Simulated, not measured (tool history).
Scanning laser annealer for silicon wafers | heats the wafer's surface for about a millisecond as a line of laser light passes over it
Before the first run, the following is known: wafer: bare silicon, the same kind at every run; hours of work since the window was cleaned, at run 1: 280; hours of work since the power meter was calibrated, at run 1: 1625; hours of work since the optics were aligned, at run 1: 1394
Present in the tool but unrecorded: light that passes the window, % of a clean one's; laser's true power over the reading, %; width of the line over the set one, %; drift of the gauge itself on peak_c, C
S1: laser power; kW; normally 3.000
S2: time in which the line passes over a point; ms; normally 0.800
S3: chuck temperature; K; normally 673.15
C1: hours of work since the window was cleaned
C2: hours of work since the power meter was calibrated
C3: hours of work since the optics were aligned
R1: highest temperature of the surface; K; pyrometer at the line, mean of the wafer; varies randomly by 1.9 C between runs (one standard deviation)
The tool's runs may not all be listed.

run   hour     S1     S2      S3   C1    C2    C3       R1
  1    0.0  3.000  0.800  673.15  280  1625  1394  1412.15
  2   33.6  3.000  0.800  645.15  306  1651  1420  1383.15
  3   77.3  3.000  0.800  645.15  339  1684  1453  1382.15
     103.3  -- optics aligned, line set to its width
  4  120.8  3.000  0.800  673.15  369  1713    13  1400.15
  5  161.2  3.000  0.800  673.15  400  1744    44  1400.15
  6  208.0  3.000  0.800  638.15  435  1780    80  1364.15
     220.7  -- optics aligned, line set to its width, once more
  7  253.4  3.024  0.800  673.15  466  1811    25  1421.15
  8  291.3  3.000  0.670  673.15  495  1839    54  1347.15
  9  314.1  3.000  0.593  673.15  512  1857    71  1310.15
 10  355.0  3.000  0.800  635.15  544  1888   102  1373.15
 11  379.9  2.663  0.800  664.15  563  1907   121  1310.15
 12  415.5  2.663  0.800  664.15  590  1934   149  1310.15
 13  447.5  3.000  0.605  673.15  614  1959   173  1308.15
 14  493.8  3.000  0.605  640.15  650  1994   208  1274.15
 15  531.5  3.000  0.618  697.15  678  2023   237  1335.15

Run 16, settings as shown, results not yet in. Your forecast:
     539.6  -- window over the wafer cleaned
 16  574.8  2.717  0.818  641.15  27  2054  269   ?

R1: 1340.15 K
Were there no unlogged condition in the tool, this run, its random variation unchanged, would have produced R1 1345.15 K.
